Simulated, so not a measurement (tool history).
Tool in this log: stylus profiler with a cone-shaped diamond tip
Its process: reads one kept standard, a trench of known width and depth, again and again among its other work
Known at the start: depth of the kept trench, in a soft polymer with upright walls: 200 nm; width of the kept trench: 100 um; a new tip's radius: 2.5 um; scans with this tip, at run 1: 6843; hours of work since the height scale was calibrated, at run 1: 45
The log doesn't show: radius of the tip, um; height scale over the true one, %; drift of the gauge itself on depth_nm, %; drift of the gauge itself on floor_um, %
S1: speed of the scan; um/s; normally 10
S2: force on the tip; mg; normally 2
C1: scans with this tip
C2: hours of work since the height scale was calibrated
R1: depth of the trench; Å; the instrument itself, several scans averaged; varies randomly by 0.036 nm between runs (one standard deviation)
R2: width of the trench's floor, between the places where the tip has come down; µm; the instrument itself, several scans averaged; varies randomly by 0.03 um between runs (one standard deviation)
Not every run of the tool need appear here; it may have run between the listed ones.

run 1 hour=0 | S1=10 S2=2 | C1=6843 C2=45 | R1=2017.9 R2=97.18
run 2 hour=90.1 | S1=10 S2=2 | C1=7170 C2=89 | R1=2017.1 R2=97.14
run 3 hour=167.5 | S1=10 S2=2 | C1=7451 C2=126 | R1=2017.6 R2=97.03
run 4 hour=242.3 | S1=10 S2=2 | C1=7723 C2=162 | R1=2016.5 R2=97.05
run 5 hour=281.7 | S1=10 S2=2 | C1=7866 C2=182 | R1=2016.3 R2=97.03
run 6 hour=324.9 | S1=10 S2=2 | C1=8023 C2=203 | R1=2015.9 R2=97.09
run 7 hour=412.6 | S1=10 S2=2 | C1=8341 C2=245 | R1=2015.4 R2=97.01
run 8 hour=454.7 | S1=10 S2=0.99 | C1=8494 C2=266 | R1=2008.8 R2=97.01
run 9 hour=505.3 | S1=2 S2=2 | C1=8678 C2=290 | R1=2015.8 R2=97.01
run 10 hour=595.3 | S1=2 S2=2 | C1=9005 C2=334 | R1=2014.7 R2=96.98
run 11 hour=654.8 | S1=10 S2=3.57 | C1=9221 C2=363 | R1=2022.3 R2=96.98
run 12 hour=743.4 | S1=10 S2=3.57 | C1=9542 C2=406 | R1=2022.9 R2=96.82
run 13 hour=802.1 | S1=10 S2=2 | C1=9755 C2=434 | R1=2013.6 R2=96.89
run 14 hour=855.1 | S1=10 S2=1.29 | C1=9948 C2=460 | R1=2009.3 R2=96.83
run 15 hour=899.8 | S1=12 S2=1.29 | C1=10110 C2=482 | R1=2008.9 R2=96.86
run 16 hour=986.9 | S1=2 S2=1.09 | C1=10426 C2=524 | R1=2007.6 R2=96.83
run 17 hour=1035.5 | S1=2 S2=1.09 | C1=10603 C2=548 | R1=2007.1 R2=96.85
run 18 hour=1088.2 | S1=9 S2=4.42 | C1=10794 C2=573 | R1=2024.4 R2=96.77
run 19 hour=1134.5 | S1=2 S2=0.86 | C1=10962 C2=596 | R1=2005 R2=96.8
run 20 hour=1218.6 | S1=2 S2=0.86 | C1=11268 C2=637 | R1=2003.9 R2=96.76
run 21 hour=1299.2 | S1=18 S2=4.46 | C1=11560 C2=676 | R1=2024 R2=96.72
run 22 hour=1387.4 | S1=7 S2=2.89 | C1=11881 C2=719 | R1=2015.4 R2=96.67
run 23 hour=1431.2 | S1=7 S2=2.89 | C1=12040 C2=740 | R1=2015.5 R2=96.69
run 24 hour=1514.6 | S1=7 S2=2.89 | C1=12342 C2=780 | R1=2015.3 R2=96.71
run 25 hour=1594.7 | S1=7 S2=2.89 | C1=12633 C2=819 | R1=2014.8 R2=96.59
-- hour=1645.6 height scale calibrated on a step standard
run 26 hour=1680.8 | S1=7 S2=1.33 | C1=12944 C2=17 | R1=2013.6 R2=96.6
run 27 hour=1731.4 | S1=7 S2=1.33 | C1=13128 C2=42 | R1=2013.7 R2=96.6
run 28 hour=1779.7 | S1=2 S2=0.71 | C1=13303 C2=65 | R1=2008.8 R2=96.55

Expected results for the next run?
run 29 hour=1863 | S1=13 S2=2.91 | C1=13606 C2=106 | R1=? R2=?

R1: 2022.5 Å
R2: 96.5 µm
Were there no unlogged condition in the tool, this run, its random variation unchanged, would have produced R1 2023 Å, R2 97.98 µm.
